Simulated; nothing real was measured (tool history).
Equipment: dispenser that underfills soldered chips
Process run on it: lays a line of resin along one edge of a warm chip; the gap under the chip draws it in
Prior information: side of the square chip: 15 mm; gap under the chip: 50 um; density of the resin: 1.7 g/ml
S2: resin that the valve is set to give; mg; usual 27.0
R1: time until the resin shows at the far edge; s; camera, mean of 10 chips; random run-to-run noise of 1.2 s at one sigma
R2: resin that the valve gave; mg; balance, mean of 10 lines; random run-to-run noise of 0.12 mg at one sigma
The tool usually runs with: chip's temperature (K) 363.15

{"run": 1, "hour": 0.0, "chip's temperature (K)": 363.15, "S2": 27.0, "R1": 126.4, "R2": 26.63}
{"run": 2, "hour": 9.0, "chip's temperature (K)": 363.15, "S2": 27.0, "R1": 221.3, "R2": 26.56}
{"run": 3, "hour": 16.7, "chip's temperature (K)": 363.15, "S2": 27.0, "R1": 129.2, "R2": 26.36}
{"run": 4, "hour": 25.8, "chip's temperature (K)": 363.15, "S2": 27.0, "R1": 222.0, "R2": 26.13}
{"run": 5, "hour": 34.8, "chip's temperature (K)": 363.15, "S2": 27.0, "R1": 150.1, "R2": 26.28}
{"run": 6, "hour": 40.2, "chip's temperature (K)": 363.15, "S2": 25.7, "R1": 209.2, "R2": 24.68}
{"run": 7, "hour": 45.5, "chip's temperature (K)": 363.15, "S2": 25.7, "R1": 287.1, "R2": 24.59}
{"run": 8, "hour": 49.8, "chip's temperature (K)": 363.15, "S2": 25.7, "R1": 139.6, "R2": 24.61}
{"run": 9, "hour": 58.1, "chip's temperature (K)": 363.15, "S2": 24.4, "R1": 237.7, "R2": 23.45}
{"run": 10, "hour": 65.4, "chip's temperature (K)": 363.15, "S2": 24.4, "R1": 139.9, "R2": 23.18}
{"run": 11, "hour": 72.7, "chip's temperature (K)": 363.15, "S2": 27.0, "R1": 214.7, "R2": 25.52}
{"run": 12, "hour": 77.8, "chip's temperature (K)": 369.15, "S2": 27.0, "R1": 247.4, "R2": 25.19}
{"run": 13, "hour": 84.0, "chip's temperature (K)": 369.15, "S2": 27.0, "R1": 136.4, "R2": 25.29}
{"run": 14, "hour": 89.4, "chip's temperature (K)": 363.15, "S2": 27.0, "R1": 224.3, "R2": 25.31}
{"run": 15, "hour": 96.5, "chip's temperature (K)": 363.15, "S2": 27.0, "R1": 133.4, "R2": 24.96}
{"run": 16, "hour": 105.2, "chip's temperature (K)": 363.15, "S2": 31.0, "R1": 203.0, "R2": 30.9}
{"run": 17, "hour": 113.6, "chip's temperature (K)": 363.15, "S2": 27.0, "R1": 129.2, "R2": 26.58}
{"run": 18, "hour": 123.0, "chip's temperature (K)": 363.15, "S2": 27.0, "R1": 235.6, "R2": 26.59}
{"run": 19, "hour": 131.5, "chip's temperature (K)": 363.15, "S2": 27.0, "R1": 144.5, "R2": 26.5}
{"run": 20, "hour": 136.7, "chip's temperature (K)": 363.15, "S2": 26.0, "R1": 199.8, "R2": 25.49}
{"run": 21, "hour": 145.4, "chip's temperature (K)": 355.15, "S2": 25.0, "R1": 168.5, "R2": 24.22}
{"run": 22, "hour": 152.9, "chip's temperature (K)": 369.15, "S2": 24.6, "R1": 181.0, "R2": 23.87}
{"run": 23, "hour": 159.3, "chip's temperature (K)": 363.15, "S2": 24.6, "R1": 314.2, "R2": 23.8}
{"run": 24, "hour": 167.5, "chip's temperature (K)": 363.15, "S2": 24.6, "R1": 198.1, "R2": 23.65}
{"run": 25, "hour": 174.3, "chip's temperature (K)": 353.15, "S2": 24.9, "R1": 397.9, "R2": 23.56}
{"run": 26, "hour": 178.6, "chip's temperature (K)": 363.15, "S2": 29.2, "R1": 136.5, "R2": 27.96}
{"run": 27, "hour": 184.4, "chip's temperature (K)": 351.15, "S2": 27.8, "R1": 284.9, "R2": 26.39}
{"run": 28, "hour": 188.3, "chip's temperature (K)": 351.15, "S2": 27.8, "R1": 362.3, "R2": 26.16}
{"run": 29, "hour": 193.7, "chip's temperature (K)": 358.15, "S2": 24.6, "R1": 155.5, "R2": 23.25}
{"run": 30, "hour": 200.8, "chip's temperature (K)": 358.15, "S2": 24.6, "R1": 244.0, "R2": 23.2}
{"run": 31, "hour": 208.2, "chip's temperature (K)": 363.15, "S2": 27.4, "R1": 319.8, "R2": 25.56}
{"run": 32, "hour": 218.5, "chip's temperature (K)": 365.15, "S2": 33.1, "R1": 191.4, "R2": 33.13}
{"run": 33, "hour": 228.3, "chip's temperature (K)": 374.15, "S2": 23.5, "R1": 106.7, "R2": 23.21}
{"run": 34, "hour": 236.7, "chip's temperature (K)": 367.15, "S2": 35.0, "R1": 202.2, "R2": 34.3}
{"run": 35, "hour": 242.6, "chip's temperature (K)": 367.15, "S2": 35.0, "R1": 110.2, "R2": 34.36}

Not shown here: 17 entries made in the log between runs. Locate each between two listed runs and compare the hidden state at the listed run before it with the hidden state at the listed run after it:
Run 2 -> run 3: new syringe of resin (hour 16.0)
  resin's viscosity, % of fresh resin's: 181.8 -> 104.4; dose that the valve gives, % of what is set: 98.15 -> 97.7; true chip temperature over the reading, C: -0.93 -> -0.96
  the result without the hidden state subtracted from the measured one, R1: +103.2 -> +9.4 s; R2: -0.50 -> -0.62 mg
Run 4 -> run 5: new syringe of resin (hour 32.4)
  resin's viscosity, % of fresh resin's: 183.7 -> 118.5; dose that the valve gives, % of what is set: 97.13 -> 96.62; true chip temperature over the reading, C: -0.99 -> -1.02
  the result without the hidden state subtracted from the measured one, R1: +105.5 -> +28.1 s; R2: -0.77 -> -0.92 mg
Run 7 -> run 8: new syringe of resin (hour 48.1)
  resin's viscosity, % of fresh resin's: 230.4 -> 111.2; dose that the valve gives, % of what is set: 95.99 -> 95.73; true chip temperature over the reading, C: -1.05 -> -1.07
  the result without the hidden state subtracted from the measured one, R1: +167.6 -> +19.4 s; R2: -1.02 -> -1.10 mg
Run 9 -> run 10: new syringe of resin (hour 63.9)
  resin's viscosity, % of fresh resin's: 186.5 -> 109.9; dose that the valve gives, % of what is set: 95.22 -> 94.83; true chip temperature over the reading, C: -1.1 -> -1.13
  the result without the hidden state subtracted from the measured one, R1: +116.5 -> +19.0 s; R2: -1.17 -> -1.26 mg
Run 12 -> run 13: new syringe of resin (hour 79.6)
  resin's viscosity, % of fresh resin's: 238.8 -> 128.9; dose that the valve gives, % of what is set: 94.09 -> 93.71; true chip temperature over the reading, C: -1.18 -> -1.2
  the result without the hidden state subtracted from the measured one, R1: +148.6 -> +35.7 s; R2: -1.59 -> -1.70 mg
Run 14 -> run 15: new syringe of resin (hour 95.5)
  resin's viscosity, % of fresh resin's: 180.9 -> 106; dose that the valve gives, % of what is set: 93.36 -> 92.94; true chip temperature over the reading, C: -1.22 -> -1.24
  the result without the hidden state subtracted from the measured one, R1: +106.9 -> +14.2 s; R2: -1.80 -> -1.90 mg
Run 15 -> run 16: dispensing valve cleaned and set on the balance (hour 98.3)
  resin's viscosity, % of fresh resin's: 106 -> 171.9; dose that the valve gives, % of what is set: 92.94 -> 99.59; true chip temperature over the reading, C: -1.24 -> -1.27
  the result without the hidden state subtracted from the measured one, R1: +14.2 -> +89.5 s; R2: -1.90 -> -0.12 mg
Run 16 -> run 17: new syringe of resin (hour 112.7)
  resin's viscosity, % of fresh resin's: 171.9 -> 106.2; dose that the valve gives, % of what is set: 99.59 -> 99.07; true chip temperature over the reading, C: -1.27 -> -1.3
  the result without the hidden state subtracted from the measured one, R1: +89.5 -> +12.3 s; R2: -0.12 -> -0.25 mg
Run 18 -> run 19: new syringe of resin (hour 128.9)
  resin's viscosity, % of fresh resin's: 190.8 -> 117.6; dose that the valve gives, % of what is set: 98.46 -> 97.96; true chip temperature over the reading, C: -1.34 -> -1.37
  the result without the hidden state subtracted from the measured one, R1: +117.3 -> +26.9 s; R2: -0.42 -> -0.56 mg
Run 20 -> run 21: new syringe of resin (hour 144.6)
  resin's viscosity, % of fresh resin's: 162.7 -> 105; dose that the valve gives, % of what is set: 97.64 -> 97.13; true chip temperature over the reading, C: -1.39 -> -1.42
  the result without the hidden state subtracted from the measured one, R1: +82.9 -> +16.2 s; R2: -0.61 -> -0.71 mg
Run 23 -> run 24: new syringe of resin (hour 160.8)
  resin's viscosity, % of fresh resin's: 250.5 -> 153.6; dose that the valve gives, % of what is set: 96.35 -> 95.86; true chip temperature over the reading, C: -1.46 -> -1.5
  the result without the hidden state subtracted from the measured one, R1: +195.3 -> +76.3 s; R2: -0.90 -> -1.02 mg
Run 25 -> run 26: new syringe of resin (hour 177.0)
  resin's viscosity, % of fresh resin's: 235.6 -> 110.6; dose that the valve gives, % of what is set: 95.43 -> 95.21; true chip temperature over the reading, C: -1.52 -> -1.54
  the result without the hidden state subtracted from the measured one, R1: +239.1 -> +19.5 s; R2: -1.12 -> -1.41 mg
Run 28 -> run 29: new syringe of resin (hour 193.2)
  resin's viscosity, % of fresh resin's: 203.5 -> 103.7; dose that the valve gives, % of what is set: 94.63 -> 94.33; true chip temperature over the reading, C: -1.57 -> -1.59
  the result without the hidden state subtracted from the measured one, R1: +194.5 -> +15.4 s; R2: -1.48 -> -1.40 mg
Run 31 -> run 32: new syringe of resin (hour 209.4); dispensing valve cleaned and set on the balance (hour 215.9)
  resin's viscosity, % of fresh resin's: 256.8 -> 167.8; dose that the valve gives, % of what is set: 93.4 -> 99.6; true chip temperature over the reading, C: -1.64 -> -1.68
  the result without the hidden state subtracted from the measured one, R1: +202.9 -> +82.9 s; R2: -1.80 -> -0.13 mg
Run 32 -> run 33: new syringe of resin (hour 226.3)
  resin's viscosity, % of fresh resin's: 167.8 -> 112.7; dose that the valve gives, % of what is set: 99.6 -> 99; true chip temperature over the reading, C: -1.68 -> -1.72
  the result without the hidden state subtracted from the measured one, R1: +82.9 -> +16.7 s; R2: -0.13 -> -0.23 mg
Run 34 -> run 35: new syringe of resin (hour 242.0)
  resin's viscosity, % of fresh resin's: 189.9 -> 101; dose that the valve gives, % of what is set: 98.43 -> 98.06; true chip temperature over the reading, C: -1.75 -> -1.77
  the result without the hidden state subtracted from the measured one, R1: +101.1 -> +6.5 s; R2: -0.55 -> -0.68 mg
